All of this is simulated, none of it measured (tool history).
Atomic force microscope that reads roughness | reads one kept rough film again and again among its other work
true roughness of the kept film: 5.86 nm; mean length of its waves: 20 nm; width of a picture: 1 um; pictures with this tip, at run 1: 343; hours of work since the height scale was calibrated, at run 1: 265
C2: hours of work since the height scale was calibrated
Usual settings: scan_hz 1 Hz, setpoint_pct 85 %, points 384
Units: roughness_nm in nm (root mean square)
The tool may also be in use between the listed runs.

{"run": 1, "hour": 0.0, "scan_hz": 1, "setpoint_pct": 85, "points": 384, "pictures with this tip": 343, "C2": 265, "roughness_nm": 1.982}
{"run": 2, "hour": 14.3, "scan_hz": 1, "setpoint_pct": 85, "points": 384, "pictures with this tip": 359, "C2": 272, "roughness_nm": 1.94}
{"run": 3, "hour": 21.3, "scan_hz": 1, "setpoint_pct": 85, "points": 384, "pictures with this tip": 368, "C2": 275, "roughness_nm": 1.944}
{"run": 4, "hour": 30.2, "scan_hz": 1, "setpoint_pct": 86, "points": 384, "pictures with this tip": 378, "C2": 279, "roughness_nm": 1.912}
{"run": 5, "hour": 38.8, "scan_hz": 1, "setpoint_pct": 86, "points": 384, "pictures with this tip": 388, "C2": 283, "roughness_nm": 1.882}
{"hour": 44.5, "done": "new tip fitted"}
{"run": 6, "hour": 51.7, "scan_hz": 1, "setpoint_pct": 85, "points": 384, "pictures with this tip": 8, "C2": 289, "roughness_nm": 3.379}
{"run": 7, "hour": 59.5, "scan_hz": 1, "setpoint_pct": 85, "points": 475, "pictures with this tip": 18, "C2": 293, "roughness_nm": 3.322}
{"run": 8, "hour": 71.6, "scan_hz": 1, "setpoint_pct": 85, "points": 475, "pictures with this tip": 32, "C2": 298, "roughness_nm": 3.235}
{"run": 9, "hour": 80.8, "scan_hz": 1, "setpoint_pct": 85, "points": 475, "pictures with this tip": 42, "C2": 303, "roughness_nm": 3.167}
{"run": 10, "hour": 90.3, "scan_hz": 1, "setpoint_pct": 85, "points": 475, "pictures with this tip": 53, "C2": 307, "roughness_nm": 3.106}
{"run": 11, "hour": 97.6, "scan_hz": 1, "setpoint_pct": 85, "points": 475, "pictures with this tip": 62, "C2": 310, "roughness_nm": 3.055}
{"run": 12, "hour": 109.7, "scan_hz": 1, "setpoint_pct": 85, "points": 475, "pictures with this tip": 76, "C2": 316, "roughness_nm": 2.987}
{"run": 13, "hour": 120.9, "scan_hz": 2.19, "setpoint_pct": 85, "points": 475, "pictures with this tip": 89, "C2": 321, "roughness_nm": 2.768}
{"run": 14, "hour": 135.1, "scan_hz": 2.19, "setpoint_pct": 85, "points": 475, "pictures with this tip": 106, "C2": 328, "roughness_nm": 2.712}
{"run": 15, "hour": 143.8, "scan_hz": 2.19, "setpoint_pct": 85, "points": 475, "pictures with this tip": 116, "C2": 332, "roughness_nm": 2.643}
{"hour": 146.0, "done": "height scale calibrated on a step standard"}
{"run": 16, "hour": 155.3, "scan_hz": 2.19, "setpoint_pct": 85, "points": 475, "pictures with this tip": 128, "C2": 4, "roughness_nm": 2.59}
{"run": 17, "hour": 162.8, "scan_hz": 2.19, "setpoint_pct": 85, "points": 475, "pictures with this tip": 137, "C2": 8, "roughness_nm": 2.54}
{"run": 18, "hour": 174.2, "scan_hz": 2.19, "setpoint_pct": 85, "points": 475, "pictures with this tip": 150, "C2": 13, "roughness_nm": 2.496}
{"hour": 179.5, "done": "height scale calibrated on a step standard, once more"}
{"run": 19, "hour": 189.4, "scan_hz": 2.19, "setpoint_pct": 85, "points": 475, "pictures with this tip": 167, "C2": 5, "roughness_nm": 2.461}
{"run": 20, "hour": 198.7, "scan_hz": 1, "setpoint_pct": 79, "points": 384, "pictures with this tip": 178, "C2": 9, "roughness_nm": 2.52}
{"run": 21, "hour": 210.2, "scan_hz": 1.33, "setpoint_pct": 85, "points": 384, "pictures with this tip": 191, "C2": 14, "roughness_nm": 2.434}
{"run": 22, "hour": 217.0, "scan_hz": 1.33, "setpoint_pct": 85, "points": 384, "pictures with this tip": 199, "C2": 17, "roughness_nm": 2.388}
{"run": 23, "hour": 227.5, "scan_hz": 1, "setpoint_pct": 68, "points": 387, "pictures with this tip": 211, "C2": 22, "roughness_nm": 2.438}
{"run": 24, "hour": 239.3, "scan_hz": 2.17, "setpoint_pct": 85, "points": 470, "pictures with this tip": 225, "C2": 28, "roughness_nm": 2.232}
{"run": 25, "hour": 248.4, "scan_hz": 2.17, "setpoint_pct": 85, "points": 470, "pictures with this tip": 236, "C2": 32, "roughness_nm": 2.219}
{"run": 26, "hour": 263.2, "scan_hz": 2.17, "setpoint_pct": 85, "points": 470, "pictures with this tip": 253, "C2": 39, "roughness_nm": 2.14}
{"run": 27, "hour": 271.4, "scan_hz": 2.52, "setpoint_pct": 85, "points": 384, "pictures with this tip": 262, "C2": 43, "roughness_nm": 2.103}
{"run": 28, "hour": 280.9, "scan_hz": 3.45, "setpoint_pct": 85, "points": 384, "pictures with this tip": 273, "C2": 47, "roughness_nm": 1.987}
{"run": 29, "hour": 288.4, "scan_hz": 3.45, "setpoint_pct": 85, "points": 384, "pictures with this tip": 282, "C2": 50, "roughness_nm": 1.969}
{"run": 30, "hour": 295.6, "scan_hz": 3.22, "setpoint_pct": 85, "points": 638, "pictures with this tip": 291, "C2": 54, "roughness_nm": 1.989}
{"run": 31, "hour": 308.8, "scan_hz": 3.22, "setpoint_pct": 85, "points": 638, "pictures with this tip": 306, "C2": 60, "roughness_nm": 1.936}
{"run": 32, "hour": 320.6, "scan_hz": 0.58, "setpoint_pct": 85, "points": 353, "pictures with this tip": 320, "C2": 65, "roughness_nm": 2.082}
{"run": 33, "hour": 326.9, "scan_hz": 0.58, "setpoint_pct": 85, "points": 353, "pictures with this tip": 327, "C2": 68, "roughness_nm": 2.06}
{"run": 34, "hour": 340.2, "scan_hz": 0.58, "setpoint_pct": 85, "points": 353, "pictures with this tip": 343, "C2": 74, "roughness_nm": 2.028}
{"run": 35, "hour": 348.0, "scan_hz": 3.85, "setpoint_pct": 85, "points": 351, "pictures with this tip": 352, "C2": 78, "roughness_nm": 1.77}
{"run": 36, "hour": 358.3, "scan_hz": 3.85, "setpoint_pct": 85, "points": 498, "pictures with this tip": 364, "C2": 83, "roughness_nm": 1.762}
{"run": 37, "hour": 365.5, "scan_hz": 3.36, "setpoint_pct": 85, "points": 413, "pictures with this tip": 372, "C2": 86, "roughness_nm": 1.77}
{"run": 38, "hour": 380.3, "scan_hz": 0.6, "setpoint_pct": 85, "points": 387, "pictures with this tip": 389, "C2": 93, "roughness_nm": 1.909}
{"hour": 384.9, "done": "new tip fitted"}
{"run": 39, "hour": 388.9, "scan_hz": 1.67, "setpoint_pct": 85, "points": 420, "pictures with this tip": 5, "C2": 97, "roughness_nm": 3.395}
{"run": 40, "hour": 395.7, "scan_hz": 1.67, "setpoint_pct": 85, "points": 420, "pictures with this tip": 13, "C2": 100, "roughness_nm": 3.324}
{"run": 41, "hour": 406.3, "scan_hz": 1.07, "setpoint_pct": 85, "points": 384, "pictures with this tip": 25, "C2": 105, "roughness_nm": 3.329}
{"run": 42, "hour": 419.7, "scan_hz": 1.73, "setpoint_pct": 85, "points": 384, "pictures with this tip": 41, "C2": 111, "roughness_nm": 3.121}
{"run": 43, "hour": 429.8, "scan_hz": 1.73, "setpoint_pct": 85, "points": 384, "pictures with this tip": 53, "C2": 116, "roughness_nm": 3.047}

3 ways to go on from here, each from the tool as it stands after run 43. What would each give?
{"run": "A", "hour": 443.3, "scan_hz": 1.34, "setpoint_pct": 75, "points": 405, "pictures with this tip": 68, "C2": 122, "roughness_nm": "?"}
{"run": "B", "hour": 443.3, "scan_hz": 2.33, "setpoint_pct": 81, "points": 710, "pictures with this tip": 68, "C2": 122, "roughness_nm": "?"}
{"run": "C", "hour": 443.3, "scan_hz": 0.65, "setpoint_pct": 80, "points": 826, "pictures with this tip": 68, "C2": 122, "roughness_nm": "?"}

run=A roughness_nm=3.081
run=B roughness_nm=2.977
run=C roughness_nm=3.163
Without the tool's hidden state the same runs would have given:
run=A roughness_nm=3.539
run=B roughness_nm=3.418
run=C roughness_nm=3.631

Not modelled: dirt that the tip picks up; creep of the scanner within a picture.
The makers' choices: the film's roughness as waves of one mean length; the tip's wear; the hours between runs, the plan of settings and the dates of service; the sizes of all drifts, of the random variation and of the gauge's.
